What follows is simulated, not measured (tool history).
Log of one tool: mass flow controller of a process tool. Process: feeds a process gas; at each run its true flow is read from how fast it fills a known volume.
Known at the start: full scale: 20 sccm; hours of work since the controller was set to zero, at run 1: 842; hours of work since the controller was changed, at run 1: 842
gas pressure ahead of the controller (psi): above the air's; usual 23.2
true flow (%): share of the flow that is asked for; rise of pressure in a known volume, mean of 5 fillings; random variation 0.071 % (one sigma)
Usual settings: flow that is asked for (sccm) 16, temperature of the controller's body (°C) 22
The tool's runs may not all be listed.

run   hour  flow that is asked for (sccm)  gas pressure ahead of the controller (psi)  temperature of the controller's body (°C)  hours of work since the controller was set to zero  hours of work since the controller was changed  true flow (%)
  1    0.0                             16                                        23.2                                         22                                                 842                                             842         100.15
  2   31.1                             16                                        23.2                                         22                                                 853                                             853         100.12
  3   88.7                             16                                        23.2                                         22                                                 873                                             873         100.30
  4  135.0                             16                                        23.2                                         22                                                 889                                             889         100.32
  5  170.1                             16                                        23.2                                         22                                                 901                                             901         100.31
  6  204.0                             16                                        26.7                                         22                                                 913                                             913         100.03
  7  256.3                             16                                        23.2                                         22                                                 931                                             931         100.31
  8  295.3                             16                                        31.6                                         22                                                 945                                             945          99.92
  9  327.5                             16                                        23.2                                         22                                                 956                                             956         100.14
 10  381.4                             16                                        29.7                                         22                                                 975                                             975         100.02
 11  450.5                             16                                        29.7                                         24                                                 999                                             999         100.12
 12  512.2                             16                                        29.7                                         24                                                1020                                            1020         100.14
 13  555.8                             16                                        29.7                                         24                                                1035                                            1035         100.14
 14  620.5                             16                                        24.1                                         22                                                1057                                            1057         100.18
 15  683.7                             16                                        24.1                                         22                                                1079                                            1079         100.31
     689.5  -- controller's zero set anew
 16  724.9                             16                                        24.1                                         36                                                  12                                            1094         101.23
 17  775.5                              9                                        20.7                                         38                                                  30                                            1111         100.98
 18  847.2                             16                                        32.5                                         24                                                  55                                            1136         100.01

The next listed run, before its measurement:
 19  916.6                             16                                        24.9                                         24                                                  79                                            1160              ?

true flow (%): 100.31
Without the tool's hidden state the same run would have given true flow (%) 99.81.
